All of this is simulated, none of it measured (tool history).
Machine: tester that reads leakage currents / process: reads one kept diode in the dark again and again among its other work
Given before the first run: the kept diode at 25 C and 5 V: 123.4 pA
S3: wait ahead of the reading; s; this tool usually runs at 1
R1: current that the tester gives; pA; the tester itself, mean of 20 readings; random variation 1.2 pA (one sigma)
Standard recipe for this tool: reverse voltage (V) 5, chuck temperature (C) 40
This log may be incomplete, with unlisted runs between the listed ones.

{"run": 1, "day": 0.0, "reverse voltage (V)": 5, "chuck temperature (C)": 40, "S3": 1, "R1": 385.36}
{"day": 6.95, "done": "probe card cleaned and baked"}
{"run": 2, "day": 8.804, "reverse voltage (V)": 5, "chuck temperature (C)": 40, "S3": 1.21, "R1": 371.9}
{"run": 3, "day": 17.071, "reverse voltage (V)": 3.24, "chuck temperature (C)": 40, "S3": 1, "R1": 316.11}
{"run": 4, "day": 22.929, "reverse voltage (V)": 5, "chuck temperature (C)": 40, "S3": 1, "R1": 371.5}
{"run": 5, "day": 31.738, "reverse voltage (V)": 5, "chuck temperature (C)": 40, "S3": 1, "R1": 371.1}
{"run": 6, "day": 37.633, "reverse voltage (V)": 5, "chuck temperature (C)": 22, "S3": 1, "R1": 94.06}
{"run": 7, "day": 42.721, "reverse voltage (V)": 5, "chuck temperature (C)": 22, "S3": 1, "R1": 93.91}
{"run": 8, "day": 50.417, "reverse voltage (V)": 5, "chuck temperature (C)": 22, "S3": 1, "R1": 94.22}
{"day": 56.317, "done": "tester calibrated"}
{"run": 9, "day": 57.329, "reverse voltage (V)": 5, "chuck temperature (C)": 22, "S3": 1, "R1": 92.54}
{"day": 57.929, "done": "chuck's temperature calibrated"}
{"run": 10, "day": 61.238, "reverse voltage (V)": 5, "chuck temperature (C)": 22, "S3": 1, "R1": 89.41}
{"run": 11, "day": 67.921, "reverse voltage (V)": 5, "chuck temperature (C)": 40, "S3": 0.48, "R1": 346.65}
{"run": 12, "day": 73.1, "reverse voltage (V)": 5, "chuck temperature (C)": 31, "S3": 0.48, "R1": 178.64}

Expected results for the next run?
{"day": 78.25, "done": "chuck's temperature calibrated, once more"}
{"run": 13, "day": 78.842, "reverse voltage (V)": 9.24, "chuck temperature (C)": 51, "S3": 0.33, "R1": "?"}

R1: 1115.37 pA
Without the tool's hidden state the same run would have given R1 1100.26 pA.
